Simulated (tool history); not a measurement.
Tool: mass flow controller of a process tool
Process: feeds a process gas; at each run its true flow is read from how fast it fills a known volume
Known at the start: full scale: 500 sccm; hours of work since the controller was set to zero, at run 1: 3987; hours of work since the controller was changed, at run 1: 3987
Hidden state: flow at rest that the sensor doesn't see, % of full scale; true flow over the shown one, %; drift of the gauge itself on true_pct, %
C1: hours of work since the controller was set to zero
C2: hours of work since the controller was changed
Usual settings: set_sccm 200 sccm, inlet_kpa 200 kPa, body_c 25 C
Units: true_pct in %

Run 1, hour 0: usual settings; C1 3987; C2 3987. Result: true_pct 103.45 %.
Run 2, hour 239.9: usual settings; C1 4072; C2 4072. Result: true_pct 103.61 %.
Run 3, hour 394.6: usual settings but set_sccm 145 sccm; C1 4127; C2 4127. Result: true_pct 104.44 %.
Run 4, hour 613.6: usual settings but set_sccm 145 sccm; C1 4205; C2 4205. Result: true_pct 104.56 %.
Run 5, hour 888.9: usual settings but set_sccm 145 sccm; C1 4303; C2 4303. Result: true_pct 104.65 %.
Run 6, hour 1223.6: usual settings but set_sccm 145 sccm; C1 4422; C2 4422. Result: true_pct 104.71 %.
Run 7, hour 1405: usual settings; C1 4486; C2 4486. Result: true_pct 104.04 %.
Run 8, hour 1656.3: usual settings but inlet_kpa 193 kPa; C1 4576; C2 4576. Result: true_pct 103.99 %.
At hour 1674.9: controller's zero set anew.
Run 9, hour 1884.9: usual settings but inlet_kpa 193 kPa; C1 75; C2 4657. Result: true_pct 105.72 %.
Run 10, hour 2029.2: usual settings but inlet_kpa 193 kPa; C1 126; C2 4708. Result: true_pct 105.7 %.
Run 11, hour 2207.5: usual settings but inlet_kpa 193 kPa; C1 189; C2 4772. Result: true_pct 105.76 %.
Run 12, hour 2459.8: usual settings but set_sccm 175 sccm, inlet_kpa 201 kPa, body_c 23 C; C1 279; C2 4861. Result: true_pct 106.57 %.

Run 13 comes next. What will it give?
Run 13, hour 2773.3: usual settings but set_sccm 349 sccm, inlet_kpa 212 kPa, body_c 29 C; C1 391; C2 4973. Result: true_pct ?.

Run 13 gave true_pct 103.79 %.
Without the tool's hidden state the same run would have given true_pct 99.23 %.
